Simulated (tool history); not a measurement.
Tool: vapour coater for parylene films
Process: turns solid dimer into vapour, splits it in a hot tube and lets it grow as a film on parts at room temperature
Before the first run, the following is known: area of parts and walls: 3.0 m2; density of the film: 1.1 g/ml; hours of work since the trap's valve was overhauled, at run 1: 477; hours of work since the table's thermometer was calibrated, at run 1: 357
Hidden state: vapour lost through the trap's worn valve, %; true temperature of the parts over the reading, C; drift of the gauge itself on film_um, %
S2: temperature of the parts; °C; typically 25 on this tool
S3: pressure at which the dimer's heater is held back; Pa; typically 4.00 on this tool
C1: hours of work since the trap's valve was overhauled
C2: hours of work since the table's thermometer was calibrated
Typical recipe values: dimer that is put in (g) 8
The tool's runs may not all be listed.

run 1 day=0.000 | dimer_that_is_put_in_(g)=8 S2=25 S3=4.00 | C1=477 C2=357 | thickness_of_the_film_(um)=2.041
run 2 day=0.550 | dimer_that_is_put_in_(g)=8 S2=25 S3=4.00 | C1=486 C2=366 | thickness_of_the_film_(um)=2.030
run 3 day=1.104 | dimer_that_is_put_in_(g)=8 S2=25 S3=4.00 | C1=496 C2=376 | thickness_of_the_film_(um)=2.029
run 4 day=1.600 | dimer_that_is_put_in_(g)=8 S2=34 S3=4.00 | C1=504 C2=384 | thickness_of_the_film_(um)=1.349
run 5 day=2.117 | dimer_that_is_put_in_(g)=8 S2=25 S3=4.02 | C1=513 C2=393 | thickness_of_the_film_(um)=2.047
run 6 day=2.838 | dimer_that_is_put_in_(g)=8 S2=25 S3=4.00 | C1=525 C2=405 | thickness_of_the_film_(um)=2.061
run 7 day=3.433 | dimer_that_is_put_in_(g)=8 S2=25 S3=4.00 | C1=535 C2=415 | thickness_of_the_film_(um)=2.056
run 8 day=3.742 | dimer_that_is_put_in_(g)=8 S2=25 S3=4.00 | C1=540 C2=421 | thickness_of_the_film_(um)=2.049
run 9 day=4.250 | dimer_that_is_put_in_(g)=8 S2=25 S3=4.00 | C1=549 C2=429 | thickness_of_the_film_(um)=2.066
run 10 day=4.962 | dimer_that_is_put_in_(g)=8 S2=25 S3=4.00 | C1=561 C2=441 | thickness_of_the_film_(um)=2.071
run 11 day=5.438 | dimer_that_is_put_in_(g)=8 S2=25 S3=4.00 | C1=569 C2=449 | thickness_of_the_film_(um)=2.062
run 12 day=5.775 | dimer_that_is_put_in_(g)=8 S2=25 S3=4.00 | C1=575 C2=455 | thickness_of_the_film_(um)=2.062
run 13 day=6.388 | dimer_that_is_put_in_(g)=8 S2=19 S3=6.30 | C1=585 C2=465 | thickness_of_the_film_(um)=2.416
run 14 day=7.004 | dimer_that_is_put_in_(g)=13 S2=35 S3=7.56 | C1=596 C2=476 | thickness_of_the_film_(um)=1.802
run 15 day=7.454 | dimer_that_is_put_in_(g)=8 S2=18 S3=6.34 | C1=603 C2=484 | thickness_of_the_film_(um)=2.416
run 16 day=8.112 | dimer_that_is_put_in_(g)=7 S2=25 S3=6.23 | C1=614 C2=495 | thickness_of_the_film_(um)=1.622
run 17 day=8.425 | dimer_that_is_put_in_(g)=11 S2=25 S3=6.96 | C1=620 C2=500 | thickness_of_the_film_(um)=2.492
-- day=8.871 gauge calibrated
run 18 day=9.092 | dimer_that_is_put_in_(g)=7 S2=30 S3=5.48 | C1=631 C2=511 | thickness_of_the_film_(um)=1.312

Expected results for the next run?
run 19 day=9.638 | dimer_that_is_put_in_(g)=8 S2=18 S3=4.00 | C1=640 C2=521 | thickness_of_the_film_(um)=?

{"run 19": {"thickness of the film (um)": 2.379}}
Minus the tool's unlogged condition, the same run would have read thickness of the film (um) 2.377.
